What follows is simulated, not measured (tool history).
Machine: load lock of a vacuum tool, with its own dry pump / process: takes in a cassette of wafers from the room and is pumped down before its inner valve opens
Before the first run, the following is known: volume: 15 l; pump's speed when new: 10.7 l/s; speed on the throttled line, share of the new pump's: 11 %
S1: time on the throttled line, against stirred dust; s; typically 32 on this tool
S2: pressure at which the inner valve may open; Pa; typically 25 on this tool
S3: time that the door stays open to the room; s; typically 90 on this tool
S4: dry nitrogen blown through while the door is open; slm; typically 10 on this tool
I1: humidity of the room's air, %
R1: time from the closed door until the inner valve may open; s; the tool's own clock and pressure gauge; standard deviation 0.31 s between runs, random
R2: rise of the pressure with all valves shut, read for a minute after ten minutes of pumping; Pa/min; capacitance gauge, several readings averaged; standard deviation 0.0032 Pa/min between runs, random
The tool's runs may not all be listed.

run	day	S1	S2	S3	S4	I1	R1	R2
1	0.000	32	25	90	10	43.1	40.4	0.170
2	6.433	32	25	90	10	44.8	40.4	0.188
3	12.396	32	25	90	10	46.5	40.4	0.194
4	15.554	32	25	90	10	43.9	40.4	0.198
5	18.654	32	25	90	18	44.5	40.5	0.190
6	25.425	32	25	90	18	44.7	40.6	0.198
7	28.471	32	25	90	5	44.5	41.0	0.226
8	33.371	32	25	90	11	43.3	40.7	0.223
9	38.338	32	40	90	10	46.6	39.9	0.239
10	44.621	32	40	90	10	47.8	40.2	0.248
11	49.508	32	25	90	10	44.8	40.8	0.262
12	56.604	24	25	90	10	47.8	33.4	0.273
13	63.088	24	25	90	10	45.1	33.2	0.286
14	67.921	24	25	90	10	49.8	33.5	0.305
15	74.375	24	25	90	10	41.9	33.3	0.309
16	81.054	32	29	90	10	39.1	40.9	0.310
17	87.879	32	29	90	10	48.7	40.5	0.345
18	94.338	32	29	90	10	41.5	40.2	0.355
19	97.912	32	33	90	10	47.1	40.1	0.372
20	103.917	50	39	110	4	46.8	55.8	0.401
21	107.175	52	20	106	7	43.5	58.5	0.406
22	110.675	52	28	85	7	47.5	58.2	0.412
23	113.946	58	20	40	22	45.3	64.3	0.369
24	120.733	32	25	36	10	45.1	40.5	0.396
25	124.188	32	25	36	9	43.0	40.8	0.410
26	127.258	32	25	36	9	42.5	40.8	0.413
27	130.192	32	25	36	13	42.4	40.6	0.417
28	136.658	32	25	90	36	46.9	40.9	0.447
29	140.062	32	25	90	36	43.6	40.8	0.456
30	144.146	33	36	32	20	43.4	41.0	0.453
31	147.971	33	36	32	20	41.2	41.4	0.464
32	153.492	38	25	140	10	43.3	46.1	0.541

Run 33 has not been measured yet. What should we expect?
33	157.783	32	19	38	10	42.8	?	?

R1: 41.2 s
R2: 0.503 Pa/min
Take away the tool's hidden state, keep the run-to-run variation as it was, and the same run would have given R1 40.6 s, R2 0.064 Pa/min.
